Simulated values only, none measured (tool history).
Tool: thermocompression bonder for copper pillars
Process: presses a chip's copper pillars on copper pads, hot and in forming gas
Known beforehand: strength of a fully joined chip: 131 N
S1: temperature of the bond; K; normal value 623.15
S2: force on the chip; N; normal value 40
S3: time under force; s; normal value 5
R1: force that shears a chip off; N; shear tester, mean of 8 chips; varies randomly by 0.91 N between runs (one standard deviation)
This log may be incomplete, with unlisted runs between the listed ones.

run	hour	S1	S2	S3	R1
1	0.0	623.15	40	5	69.1
2	5.6	623.15	40	5	70.1
3	14.1	623.15	40	5	68.7
4	21.7	623.15	40	5	68.1
5	30.2	623.15	25	5	56.5
6	35.2	623.15	40	5	66.8
7	39.9	623.15	40	5	67.5
8	50.3	623.15	50	5	74.1
9	58.2	623.15	32	5	63.4
10	65.9	623.15	32	5	62.2
11	73.9	623.15	32	5	62.9
# hour 75.2: forming gas filter changed
12	80.1	623.15	40	5	72.4
13	89.3	623.15	40	5	76.1
14	95.5	623.15	48	5	79.1
15	101.4	623.15	48	5	80.4
16	107.7	623.15	48	5	80.8
17	118.2	623.15	48	5	81.6
# hour 120.6: force cell calibrated
18	127.4	623.15	43	5	76.9
19	137.8	623.15	43	5	76.9
20	145.2	623.15	43	5	76.6
21	153.9	623.15	43	8	88.8
22	164.1	640.15	40	11	100.9
23	169.4	640.15	40	11	100.1
# hour 173.6: force cell calibrated, once more
24	178.4	640.15	40	11	101.7
25	184.0	644.15	40	12	104.3
26	193.8	644.15	40	12	105.2
27	199.1	644.15	40	12	104.9
28	208.1	652.15	32	3	71.6
29	215.5	650.15	48	7	99.9

Expected results for the next run?
30	221.7	639.15	35	11	?

R1: 96.7 N
On a tool with no hidden condition, and with the same random variation, this run would have come out at R1 99.8 N.

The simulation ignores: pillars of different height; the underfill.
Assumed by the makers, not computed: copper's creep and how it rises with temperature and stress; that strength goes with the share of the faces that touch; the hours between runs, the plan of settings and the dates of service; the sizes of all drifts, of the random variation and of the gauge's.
